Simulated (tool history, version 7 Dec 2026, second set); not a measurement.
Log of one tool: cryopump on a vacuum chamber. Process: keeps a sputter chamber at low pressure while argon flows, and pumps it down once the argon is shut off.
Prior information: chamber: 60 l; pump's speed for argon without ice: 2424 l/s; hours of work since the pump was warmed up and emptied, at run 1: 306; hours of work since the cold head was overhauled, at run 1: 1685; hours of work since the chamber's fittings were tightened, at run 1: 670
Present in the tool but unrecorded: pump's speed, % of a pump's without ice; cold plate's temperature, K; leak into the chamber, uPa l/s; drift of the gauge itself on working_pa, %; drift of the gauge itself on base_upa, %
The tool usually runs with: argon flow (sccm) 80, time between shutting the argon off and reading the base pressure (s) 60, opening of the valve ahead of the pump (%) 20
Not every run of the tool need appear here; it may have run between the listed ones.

| run | hour | argon flow (sccm) | time between shutting the argon off and reading the base pressure (s) | opening of the valve ahead of the pump (%) | hours of work since the pump was warmed up and emptied | hours of work since the cold head was overhauled | hours of work since the chamber's fittings were tightened | pressure while argon flows (Pa) | pressure after the wait (uPa) |
|---|---|---|---|---|---|---|---|---|---|
| 1 | 0 | 80 | 60 | 20 | 306 | 1685 | 670 | 0.2933 | 1.26 |
| 2 | 35.8 | 80 | 53 | 20 | 330 | 1709 | 693 | 0.2925 | 1.45 |
| 3 | 97.5 | 80 | 60 | 20 | 370 | 1749 | 733 | 0.2955 | 1.37 |
| 4 | 131.5 | 80 | 60 | 20 | 392 | 1771 | 755 | 0.3 | 1.39 |
|  | 142.1 | pump warmed up, emptied and cooled again |
| 5 | 216 | 80 | 60 | 20 | 48 | 1823 | 807 | 0.2834 | 1.28 |
| 6 | 260.2 | 80 | 60 | 20 | 77 | 1851 | 836 | 0.2841 | 1.28 |
| 7 | 303.2 | 78 | 60 | 20 | 105 | 1879 | 864 | 0.2785 | 1.28 |
| 8 | 382.6 | 78 | 60 | 20 | 156 | 1931 | 915 | 0.2823 | 1.31 |
| 9 | 459.5 | 80 | 60 | 20 | 206 | 1981 | 965 | 0.2917 | 1.33 |
| 10 | 528 | 80 | 60 | 20 | 251 | 2025 | 1010 | 0.2929 | 1.39 |
| 11 | 589 | 80 | 60 | 20 | 290 | 2065 | 1049 | 0.2935 | 1.37 |
| 12 | 649.7 | 80 | 60 | 24 | 330 | 2104 | 1089 | 0.2504 | 1.45 |
| 13 | 700.9 | 80 | 60 | 24 | 363 | 2138 | 1122 | 0.2514 | 1.38 |
|  | 753.4 | pump warmed up, emptied and cooled again |
|  | 762.3 | leaking fittings of the chamber tightened, without venting |
| 14 | 789.5 | 80 | 60 | 20 | 22 | 2191 | 18 | 0.2838 | 1.11 |
| 15 | 853.2 | 80 | 60 | 20 | 64 | 2232 | 59 | 0.2851 | 1.12 |
| 16 | 924.8 | 80 | 60 | 20 | 110 | 2279 | 106 | 0.2864 | 1.08 |
| 17 | 993 | 80 | 60 | 20 | 154 | 2323 | 150 | 0.2873 | 1.1 |
| 18 | 1052.9 | 80 | 185 | 20 | 193 | 2362 | 189 | 0.2892 | 0.56 |
| 19 | 1119.7 | 80 | 185 | 20 | 237 | 2405 | 232 | 0.2911 | 0.56 |
| 20 | 1190.6 | 89 | 63 | 20 | 283 | 2451 | 278 | 0.3284 | 1.13 |
| 21 | 1234.5 | 90 | 60 | 17 | 311 | 2480 | 307 | 0.3894 | 1.24 |
| 22 | 1307.2 | 90 | 60 | 17 | 359 | 2527 | 354 | 0.3931 | 1.2 |
| 23 | 1350.5 | 89 | 191 | 47 | 387 | 2555 | 382 | 0.1564 | 0.63 |
|  | 1365.7 | pump warmed up, emptied and cooled again |
| 24 | 1414.5 | 41 | 23 | 33 | 32 | 2594 | 421 | 0.0877 | 2.62 |
| 25 | 1491.6 | 32 | 58 | 37 | 82 | 2644 | 471 | 0.0628 | 1.23 |
| 26 | 1535.9 | 80 | 135 | 50 | 111 | 2672 | 499 | 0.1186 | 0.69 |
| 27 | 1586 | 80 | 135 | 50 | 143 | 2705 | 532 | 0.1194 | 0.69 |
| 28 | 1637.2 | 80 | 135 | 50 | 176 | 2738 | 565 | 0.1226 | 0.75 |
| 29 | 1715.5 | 41 | 118 | 54 | 227 | 2789 | 616 | 0.0603 | 0.78 |
| 30 | 1749.9 | 41 | 118 | 54 | 250 | 2811 | 639 | 0.0598 | 0.85 |
| 31 | 1798.2 | 56 | 32 | 36 | 281 | 2843 | 670 | 0.1202 | 2.16 |
| 32 | 1860 | 82 | 58 | 40 | 321 | 2883 | 710 | 0.1616 | 1.35 |
| 33 | 1900.6 | 71 | 61 | 27 | 348 | 2909 | 736 | 0.202 | 1.34 |

For each entry between runs, how does the tool's hidden state at the last listed run before it compare with that at the first listed run after it?
After run 4, before run 5: pump warmed up, emptied and cooled again (hour 142.1)
  pump's speed, % of a pump's without ice: 76.9 -> 96.3; cold plate's temperature, K: 13.35 -> 13.38; leak into the chamber, uPa l/s: 776 -> 804
  measured result minus the result with no hidden state, pressure while argon flows (Pa): +0.0189 -> +0.0038; pressure after the wait (uPa): +0.32 -> +0.23
After run 13, before run 14: pump warmed up, emptied and cooled again (hour 753.4); leaking fittings of the chamber tightened, without venting (hour 762.3)
  pump's speed, % of a pump's without ice: 75.8 -> 97.8; cold plate's temperature, K: 13.58 -> 13.62; leak into the chamber, uPa l/s: 987 -> 347
  measured result minus the result with no hidden state, pressure while argon flows (Pa): +0.0202 -> +0.0031; pressure after the wait (uPa): +0.42 -> +0.03
After run 23, before run 24: pump warmed up, emptied and cooled again (hour 1365.7)
  pump's speed, % of a pump's without ice: 74.9 -> 97.8; cold plate's temperature, K: 13.86 -> 13.88; leak into the chamber, uPa l/s: 553 -> 575
  measured result minus the result with no hidden state, pressure while argon flows (Pa): +0.0239 -> +0.0017; pressure after the wait (uPa): +0.2 -> +0.13
